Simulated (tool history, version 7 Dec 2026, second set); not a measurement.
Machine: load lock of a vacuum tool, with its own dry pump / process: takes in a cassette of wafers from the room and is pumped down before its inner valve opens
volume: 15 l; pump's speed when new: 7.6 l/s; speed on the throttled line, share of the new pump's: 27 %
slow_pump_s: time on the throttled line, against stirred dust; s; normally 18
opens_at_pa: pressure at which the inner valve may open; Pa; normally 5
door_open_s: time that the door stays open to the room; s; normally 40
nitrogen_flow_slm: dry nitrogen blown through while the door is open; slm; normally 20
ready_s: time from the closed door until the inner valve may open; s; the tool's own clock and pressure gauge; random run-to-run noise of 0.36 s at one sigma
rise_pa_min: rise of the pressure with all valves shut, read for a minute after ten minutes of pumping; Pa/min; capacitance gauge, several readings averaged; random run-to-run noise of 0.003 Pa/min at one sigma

| run | hour | slow_pump_s | opens_at_pa | door_open_s | nitrogen_flow_slm | incoming humidity of the room's air, % | ready_s | rise_pa_min |
|---|---|---|---|---|---|---|---|---|
| 1 | 0.0 | 18 | 5 | 40 | 20 | 45.6 | 34.6 | 0.090 |
| 2 | 701.1 | 18 | 5 | 40 | 20 | 47.9 | 34.5 | 0.102 |
| 3 | 1103.3 | 18 | 5 | 43 | 20 | 46.1 | 35.1 | 0.113 |
| 4 | 1440.0 | 18 | 5 | 40 | 20 | 43.2 | 34.7 | 0.116 |
| 5 | 2068.1 | 18 | 5 | 40 | 20 | 43.7 | 35.3 | 0.123 |
| 6 | 2729.8 | 18 | 5 | 40 | 20 | 43.1 | 35.5 | 0.140 |
| 7 | 3405.7 | 18 | 5 | 40 | 20 | 45.5 | 36.2 | 0.153 |
| 8 | 3954.2 | 18 | 5 | 40 | 20 | 44.6 | 36.9 | 0.162 |
| 9 | 4653.5 | 18 | 5 | 40 | 6 | 47.1 | 37.1 | 0.200 |
| 10 | 5143.7 | 12 | 5 | 34 | 6 | 46.2 | 32.7 | 0.209 |
|  | 5855.6 | dry pump taken out, an overhauled one fitted |
| 11 | 5855.6 | 12 | 5 | 34 | 6 | 43.2 | 28.7 | 0.228 |

Forecast run 12:
| 12 | 6369.2 | 12 | 5 | 34 | 6 | 42.4 | ? | ? |

ready_s: 28.4 s
rise_pa_min: 0.244 Pa/min
Were there no unlogged condition in the tool, this run, its random variation unchanged, would have produced ready_s 28.3 s, rise_pa_min 0.058 Pa/min.
